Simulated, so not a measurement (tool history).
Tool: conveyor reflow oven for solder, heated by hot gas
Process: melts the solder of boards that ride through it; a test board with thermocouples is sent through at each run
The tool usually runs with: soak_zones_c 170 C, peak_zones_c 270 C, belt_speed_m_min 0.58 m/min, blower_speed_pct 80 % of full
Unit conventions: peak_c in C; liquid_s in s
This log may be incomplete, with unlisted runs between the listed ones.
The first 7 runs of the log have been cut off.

run	day	soak_zones_c	peak_zones_c	belt_speed_m_min	blower_speed_pct	hours of work since the flux was cleaned out	hours of work since the belt drive was overhauled	hours of work since the thermocouples were changed	peak_c	liquid_s
8	17.471	170	262	0.58	80	374	116	477	248.95	44.08
9	20.225	170	262	0.58	80	408	150	511	248.96	44.19
10	22.638	170	262	0.58	80	437	179	540	249.05	44.11
11	25.083	170	262	0.58	78	467	209	570	248.7	43.91
# day 25.921: flux residue cleaned out of gas plates and filters
12	28.45	170	270	0.58	80	31	247	608	256.29	48.14
13	30.817	170	270	0.58	75	59	276	637	255.73	47.65
# day 32.229: thermocouples of zones 6 and 7 changed
14	33.921	170	270	0.478	75	96	313	21	260.71	62.09
15	35.604	170	270	0.478	75	117	333	41	260.73	62.04
16	38.229	169	283	0.482	90	149	365	73	274.3	67.1
17	39.958	179	270	0.478	80	170	386	94	262.21	65.69
18	43.217	159	275	0.613	80	209	426	134	257.26	42.96
19	45.025	159	275	0.613	80	231	448	156	257.19	42.97
20	47.858	159	269	0.466	80	266	482	190	259.89	60.65
21	50.046	159	269	0.466	80	292	509	216	259.89	60.47
22	52.008	157	270	0.58	80	316	533	240	254.33	43.89
23	55.012	174	273	0.58	80	353	569	277	259.54	50.74
24	56.9	163	273	0.546	90	375	592	300	261.07	52.25
25	59.312	181	258	0.601	56	405	621	329	242.94	40.64
26	61.867	170	270	0.58	81	436	652	360	256.36	48.22
27	64.562	170	277	0.592	80	469	685	393	261.86	49.64
# day 65.321: flux residue cleaned out of gas plates and filters
28	67.762	170	277	0.675	73	30	721	429	256.31	40.37
29	70.533	170	277	0.675	73	63	755	463	256.27	40.34
30	72.846	170	270	0.58	56	91	783	491	252.43	45.3

3 options for the next run, each taken on its own from the tool as it stands now. Forecast them:
A	76.05	177	270	0.575	56	130	822	530	?	?
B	76.05	170	281	0.58	80	130	822	530	?	?
C	76.05	163	270	0.481	56	130	822	530	?	?

run	peak_c	liquid_s
A	253.93	48.66
B	266.36	52.53
C	257.3	57.14
Without the tool's hidden state the same runs would have given:
run	peak_c	liquid_s
A	253.92	48.61
B	266.35	52.48
C	257.28	57.08
